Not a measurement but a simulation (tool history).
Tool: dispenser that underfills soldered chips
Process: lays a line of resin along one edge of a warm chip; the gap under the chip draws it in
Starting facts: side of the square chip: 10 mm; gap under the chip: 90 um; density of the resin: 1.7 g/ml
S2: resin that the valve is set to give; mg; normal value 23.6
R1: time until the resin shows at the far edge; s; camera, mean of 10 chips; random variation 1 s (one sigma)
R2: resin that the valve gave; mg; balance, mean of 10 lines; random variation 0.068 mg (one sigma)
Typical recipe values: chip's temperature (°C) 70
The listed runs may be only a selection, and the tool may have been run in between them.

{"run": 1, "day": 0.0, "chip's temperature (°C)": 70, "S2": 23.6, "R1": 176.5, "R2": 23.6}
{"day": 0.083, "done": "new syringe of resin"}
{"run": 2, "day": 0.567, "chip's temperature (°C)": 70, "S2": 23.6, "R1": 157.4, "R2": 23.35}
{"day": 0.779, "done": "new syringe of resin"}
{"run": 3, "day": 1.008, "chip's temperature (°C)": 70, "S2": 23.6, "R1": 124.1, "R2": 23.31}
{"run": 4, "day": 1.421, "chip's temperature (°C)": 70, "S2": 23.6, "R1": 187.4, "R2": 23.2}
{"day": 1.475, "done": "new syringe of resin"}
{"run": 5, "day": 1.688, "chip's temperature (°C)": 72, "S2": 23.6, "R1": 107.4, "R2": 23.19}
{"day": 2.158, "done": "new syringe of resin"}
{"run": 6, "day": 2.258, "chip's temperature (°C)": 72, "S2": 23.6, "R1": 93.7, "R2": 23.04}
{"day": 2.629, "done": "dispensing valve cleaned and set on the balance"}
{"run": 7, "day": 2.667, "chip's temperature (°C)": 80, "S2": 23.6, "R1": 95.9, "R2": 23.72}
{"day": 2.896, "done": "new syringe of resin"}
{"run": 8, "day": 2.95, "chip's temperature (°C)": 57, "S2": 23.6, "R1": 193.2, "R2": 23.62}
{"run": 9, "day": 3.358, "chip's temperature (°C)": 70, "S2": 23.6, "R1": 151.0, "R2": 23.48}
{"day": 3.592, "done": "new syringe of resin"}
{"run": 10, "day": 3.962, "chip's temperature (°C)": 70, "S2": 22.4, "R1": 136.9, "R2": 22.23}
{"run": 11, "day": 4.229, "chip's temperature (°C)": 70, "S2": 22.4, "R1": 178.9, "R2": 22.14}
{"day": 4.296, "done": "new syringe of resin"}
{"run": 12, "day": 4.688, "chip's temperature (°C)": 70, "S2": 23.6, "R1": 137.9, "R2": 23.19}
{"day": 4.971, "done": "new syringe of resin"}
{"run": 13, "day": 5.179, "chip's temperature (°C)": 70, "S2": 23.6, "R1": 113.8, "R2": 23.02}
{"day": 5.683, "done": "new syringe of resin"}
{"run": 14, "day": 5.75, "chip's temperature (°C)": 70, "S2": 23.6, "R1": 97.9, "R2": 22.9}
{"day": 5.862, "done": "dispensing valve cleaned and set on the balance"}
{"run": 15, "day": 6.333, "chip's temperature (°C)": 70, "S2": 23.6, "R1": 175.8, "R2": 23.46}
{"day": 6.417, "done": "new syringe of resin"}
{"run": 16, "day": 6.854, "chip's temperature (°C)": 71, "S2": 26.6, "R1": 138.4, "R2": 26.42}
{"day": 7.096, "done": "new syringe of resin"}
{"run": 17, "day": 7.192, "chip's temperature (°C)": 72, "S2": 30.0, "R1": 88.4, "R2": 29.71}
{"run": 18, "day": 7.592, "chip's temperature (°C)": 72, "S2": 30.0, "R1": 138.9, "R2": 29.46}
{"day": 7.825, "done": "new syringe of resin"}
{"run": 19, "day": 8.092, "chip's temperature (°C)": 72, "S2": 30.0, "R1": 108.5, "R2": 29.38}
{"day": 8.521, "done": "new syringe of resin"}
{"run": 20, "day": 8.533, "chip's temperature (°C)": 63, "S2": 30.0, "R1": 125.5, "R2": 29.3}
{"run": 21, "day": 8.988, "chip's temperature (°C)": 72, "S2": 20.6, "R1": 135.8, "R2": 20.07}
{"day": 9.088, "done": "dispensing valve cleaned and set on the balance"}
{"day": 9.258, "done": "new syringe of resin"}
{"run": 22, "day": 9.288, "chip's temperature (°C)": 72, "S2": 20.6, "R1": 88.1, "R2": 20.62}
{"run": 23, "day": 9.6, "chip's temperature (°C)": 71, "S2": 28.3, "R1": 122.1, "R2": 28.29}
{"day": 9.938, "done": "new syringe of resin"}
{"run": 24, "day": 10.175, "chip's temperature (°C)": 83, "S2": 29.9, "R1": 61.4, "R2": 29.8}
{"day": 10.633, "done": "new syringe of resin"}
{"run": 25, "day": 10.642, "chip's temperature (°C)": 58, "S2": 23.8, "R1": 168.3, "R2": 23.51}
{"run": 26, "day": 11.254, "chip's temperature (°C)": 70, "S2": 26.3, "R1": 170.9, "R2": 25.85}
{"day": 11.346, "done": "new syringe of resin"}
{"run": 27, "day": 11.679, "chip's temperature (°C)": 70, "S2": 24.5, "R1": 129.5, "R2": 23.86}
{"day": 12.042, "done": "new syringe of resin"}
{"run": 28, "day": 12.246, "chip's temperature (°C)": 70, "S2": 26.7, "R1": 107.7, "R2": 26.02}

Predict the results of run 29:
{"day": 12.338, "done": "dispensing valve cleaned and set on the balance"}
{"run": 29, "day": 12.65, "chip's temperature (°C)": 71, "S2": 30.7, "R1": "?", "R2": "?"}

{"run 29": {"R1": 152.8, "R2": 30.74}}
Without the tool's hidden state the same run would have given R1 90.9 s, R2 30.78 mg.
